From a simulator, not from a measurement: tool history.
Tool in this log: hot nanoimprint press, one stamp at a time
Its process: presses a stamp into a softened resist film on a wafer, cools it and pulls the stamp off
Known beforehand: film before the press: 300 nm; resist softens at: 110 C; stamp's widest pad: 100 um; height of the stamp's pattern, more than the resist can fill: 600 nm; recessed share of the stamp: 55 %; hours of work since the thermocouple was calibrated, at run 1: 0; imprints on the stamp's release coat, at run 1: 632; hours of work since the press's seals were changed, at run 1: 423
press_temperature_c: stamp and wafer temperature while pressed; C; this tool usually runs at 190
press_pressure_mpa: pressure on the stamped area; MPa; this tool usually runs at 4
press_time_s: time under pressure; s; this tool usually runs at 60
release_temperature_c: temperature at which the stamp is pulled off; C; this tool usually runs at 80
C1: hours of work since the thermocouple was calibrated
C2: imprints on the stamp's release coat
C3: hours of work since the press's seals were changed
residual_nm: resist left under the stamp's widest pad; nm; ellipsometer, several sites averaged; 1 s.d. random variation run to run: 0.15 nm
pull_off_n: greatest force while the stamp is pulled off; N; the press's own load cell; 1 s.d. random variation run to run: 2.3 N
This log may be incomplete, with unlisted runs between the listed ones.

Run 1, day 0: usual settings; C1 0; C2 632; C3 423. Result: residual_nm 157.4 nm, pull_off_n 129 N.
Run 2, day 0.767: usual settings; C1 13; C2 727; C3 436. Result: residual_nm 157 nm, pull_off_n 140 N.
Run 3, day 1.992: usual settings; C1 34; C2 877; C3 457. Result: residual_nm 157.2 nm, pull_off_n 156 N.
Run 4, day 2.821: usual settings but press_time_s 100 s; C1 48; C2 980; C3 471. Result: residual_nm 132 nm, pull_off_n 149 N.
Run 5, day 3.858: usual settings but press_time_s 100 s; C1 66; C2 1108; C3 489. Result: residual_nm 132.2 nm, pull_off_n 160 N.
Run 6, day 5.083: usual settings but press_time_s 100 s; C1 86; C2 1260; C3 509. Result: residual_nm 132.3 nm, pull_off_n 169 N.
Run 7, day 6.338: usual settings but press_time_s 100 s; C1 108; C2 1414; C3 531. Result: residual_nm 132.2 nm, pull_off_n 178 N.
Run 8, day 6.962: usual settings but release_temperature_c 73 C; C1 118; C2 1491; C3 541. Result: residual_nm 156.9 nm, pull_off_n 195 N.
Run 9, day 7.692: usual settings but release_temperature_c 73 C; C1 131; C2 1581; C3 554. Result: residual_nm 156.8 nm, pull_off_n 200 N.
Run 10, day 8.8: usual settings but release_temperature_c 70 C; C1 150; C2 1718; C3 573. Result: residual_nm 156.4 nm, pull_off_n 217 N.
Run 11, day 9.538: usual settings but release_temperature_c 70 C; C1 162; C2 1809; C3 585. Result: residual_nm 156.6 nm, pull_off_n 220 N.
Run 12, day 10.083: usual settings but release_temperature_c 70 C; C1 171; C2 1877; C3 594. Result: residual_nm 156.4 nm, pull_off_n 222 N.
Run 13, day 11.154: usual settings; C1 190; C2 2009; C3 613. Result: residual_nm 156.5 nm, pull_off_n 209 N.
At day 11.683: stamp cleaned and given a new release coat.
Run 14, day 12.454: usual settings; C1 207; C2 96; C3 630. Result: residual_nm 156.4 nm, pull_off_n 104 N.
Run 15, day 13.221: usual settings but press_temperature_c 180 C; C1 220; C2 190; C3 643. Result: residual_nm 222.4 nm, pull_off_n 112 N.
Run 16, day 14.158: usual settings; C1 236; C2 306; C3 659. Result: residual_nm 156 nm, pull_off_n 118 N.
Run 17, day 14.708: usual settings but press_temperature_c 184 C, press_pressure_mpa 4.32 MPa, press_time_s 42 s, release_temperature_c 74 C; C1 246; C2 374; C3 669. Result: residual_nm 208.2 nm, pull_off_n 132 N.
Run 18, day 15.4: usual settings but press_pressure_mpa 4.18 MPa, press_time_s 90 s; C1 257; C2 459; C3 681. Result: residual_nm 133.4 nm, pull_off_n 122 N.
Run 19, day 16.267: usual settings but release_temperature_c 84 C; C1 272; C2 566; C3 695. Result: residual_nm 156.2 nm, pull_off_n 123 N.
Run 20, day 17.183: usual settings but press_temperature_c 197 C, press_time_s 96 s, release_temperature_c 74 C; C1 288; C2 679; C3 711. Result: residual_nm 99.1 nm, pull_off_n 146 N.
Run 21, day 18.35: usual settings but press_temperature_c 200 C; C1 308; C2 823; C3 731. Result: residual_nm 104.7 nm, pull_off_n 142 N.
At day 18.629: plate thermocouple calibrated.
Run 22, day 19.529: usual settings but press_temperature_c 200 C; C1 15; C2 954; C3 749. Result: residual_nm 105.6 nm, pull_off_n 155 N.
Run 23, day 20.158: usual settings but press_temperature_c 200 C; C1 26; C2 1031; C3 759. Result: residual_nm 105.7 nm, pull_off_n 152 N.
Run 24, day 20.996: usual settings but press_temperature_c 200 C, press_pressure_mpa 4.08 MPa, press_time_s 82 s; C1 40; C2 1134; C3 773. Result: residual_nm 92.8 nm, pull_off_n 160 N.
Run 25, day 21.625: usual settings but press_temperature_c 188 C, press_time_s 59 s, release_temperature_c 73 C; C1 51; C2 1212; C3 784. Result: residual_nm 170.5 nm, pull_off_n 180 N.
Run 26, day 22.212: usual settings but press_temperature_c 188 C, press_time_s 59 s, release_temperature_c 73 C; C1 61; C2 1285; C3 794. Result: residual_nm 170.8 nm, pull_off_n 183 N.
Run 27, day 23.479: usual settings but press_temperature_c 192 C, press_pressure_mpa 3.4 MPa, press_time_s 42 s, release_temperature_c 73 C; C1 82; C2 1441; C3 816. Result: residual_nm 174.7 nm, pull_off_n 195 N.
Run 28, day 24.158: usual settings but press_temperature_c 192 C, press_pressure_mpa 3.4 MPa, press_time_s 40 s, release_temperature_c 81 C; C1 94; C2 1525; C3 827. Result: residual_nm 177.2 nm, pull_off_n 172 N.
At day 24.775: press's hydraulic seals changed and the load cell set to zero.
Run 29, day 25.004: usual settings but press_temperature_c 192 C, press_pressure_mpa 3.4 MPa, press_time_s 40 s, release_temperature_c 81 C; C1 103; C2 1588; C3 4. Result: residual_nm 172.9 nm, pull_off_n 185 N.
Run 30, day 25.8: usual settings but press_temperature_c 196 C, press_pressure_mpa 2.47 MPa, press_time_s 32 s, release_temperature_c 84 C; C1 116; C2 1686; C3 17. Result: residual_nm 184.7 nm, pull_off_n 178 N.
Run 31, day 26.792: usual settings but press_temperature_c 196 C, press_pressure_mpa 2.47 MPa, press_time_s 32 s, release_temperature_c 84 C; C1 133; C2 1809; C3 34. Result: residual_nm 184.8 nm, pull_off_n 188 N.

For each run, the measured value with the value that run would have given without the tool's hidden condition subtracted. The run-to-run variation is shared by both, the gauge scatter possibly not:
Hidden state present: true temperature over the reading, C; pressure that arrives at the usual setting, %; grip of the stamp's worn release coat, % over a new coat's; drift of the gauge itself on residual_nm, %; drift of the gauge itself on pull_off_n, %.
run  residual_nm  pull_off_n
  1         +3.2         +29
  2         +3.1         +36
  3           +3         +46
  4         +2.7         +48
  5         +2.6         +56
  6         +2.5         +64
  7         +2.5         +72
  8         +2.6         +83
  9         +2.6         +89
 10         +2.4        +101
 11         +2.4        +106
 12         +2.4        +109
 13         +2.3        +107
 14         +2.3          +4
 15         +1.7          +8
 16         +2.2         +14
 17         +2.3         +19
 18           +2         +21
 19           +2         +25
 20         +1.5         +34
 21         +1.7         +39
 22         +2.8         +48
 23         +2.8         +50
 24         +2.6         +56
 25         +3.3         +66
 26         +3.3         +70
 27         +2.5         +81
 28         +2.5         +74
 29         -2.2         +82
 30         -2.3         +81
 31         -2.4         +90
